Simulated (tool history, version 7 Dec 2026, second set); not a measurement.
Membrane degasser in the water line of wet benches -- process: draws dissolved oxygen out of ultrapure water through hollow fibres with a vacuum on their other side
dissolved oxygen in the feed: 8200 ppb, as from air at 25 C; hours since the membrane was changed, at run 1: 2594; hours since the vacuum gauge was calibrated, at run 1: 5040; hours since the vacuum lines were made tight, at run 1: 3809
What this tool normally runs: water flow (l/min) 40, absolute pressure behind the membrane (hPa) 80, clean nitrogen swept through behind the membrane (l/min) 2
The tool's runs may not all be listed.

run,hour,water flow (l/min),absolute pressure behind the membrane (hPa),clean nitrogen swept through behind the membrane (l/min),hours since the membrane was changed,hours since the vacuum gauge was calibrated,hours since the vacuum lines were made tight,dissolved oxygen in the water behind the degasser (ppb),pressure that the water loses in the fibres (hPa)
1,0,40,80,2,2594,5040,3809,221.9,610.8
2,50.7,40,80,2,2645,5091,3860,222.7,615.6
3,99.6,40,80,2,2694,5140,3908,222.8,608.8
4,134.4,40,80,2,2728,5175,3943,223.4,613.2
5,187.5,40,114.2,2,2781,5228,3996,367.8,612.1
6,259.3,40,114.2,2,2853,5300,4068,364,613.8
7,334.7,38,80,2,2929,5375,4144,211.7,581.9
8,392.3,38,80,2,2986,5433,4201,213.3,581.7
9,435.9,38,80,2,3030,5476,4245,213,583.9
10,504.3,40,80,2,3098,5545,4313,222.5,615
11,557.6,40,80,2,3152,5598,4367,224.1,613
12,601.9,40,80,2,3196,5642,4411,222.5,618
13,663.6,40,80,2,3258,5704,4473,223.1,615.6
14,727.9,40,80,2,3322,5768,4537,223.3,617.7
15,779.6,40,80,2,3374,5820,4589,224.1,612.3
# hour 788.9: vacuum gauge calibrated
16,815.3,40,80,2,3409,26,4624,212.6,615.3
17,866.9,32,121.9,2.61,3460,78,4675,252,493.2
18,929.2,40,84.8,4.13,3523,140,4738,122.7,613.5
19,960.5,61,113.6,1.34,3554,172,4769,682.3,940.3
20,1002.9,37,69.1,1.68,3596,214,4811,178.2,566.4
21,1044.1,25,80,2,3638,255,4853,139.2,383.4
22,1097.7,25,80,2,3691,309,4906,139.5,385
23,1139.5,28,189.5,1.19,3733,351,4948,748.4,429
24,1203.7,61,80,2.5,3797,415,5012,258,940.8
25,1272,40,80,3.77,3865,483,5080,122,616
26,1302.5,32,80,2,3896,514,5111,174.5,492.1
27,1360,32,80,2,3953,571,5168,174.3,494.8
28,1427.2,64,144,1.76,4021,638,5236,776.9,981.5
29,1480,64,95,1.76,4073,691,5288,457.1,992.1
30,1541,40,105.4,1.66,4134,752,5349,374.3,615.1
31,1581.1,41,138.4,1.66,4175,792,5389,541.4,631.3
32,1613.2,25,52.2,1.29,4207,824,5422,88.8,385.7

3 ways to go on from here, each from the tool as it stands after run 32. What would each give?
A,1662.2,25,49.6,1.29,4256,873,5471,?,?
B,1662.2,25,52.2,1.29,4256,873,5471,?,?
C,1662.2,40,58.3,2,4256,873,5471,?,?

run,dissolved oxygen in the water behind the degasser (ppb),pressure that the water loses in the fibres (hPa)
A,77.4,384.2
B,88.2,385.4
C,119.6,616.4
Take away the tool's hidden state, keep each run's random variation, and the runs would have read:
run,dissolved oxygen in the water behind the degasser (ppb),pressure that the water loses in the fibres (hPa)
A,76.2,375.1
B,86.9,376.3
C,118.1,601.8
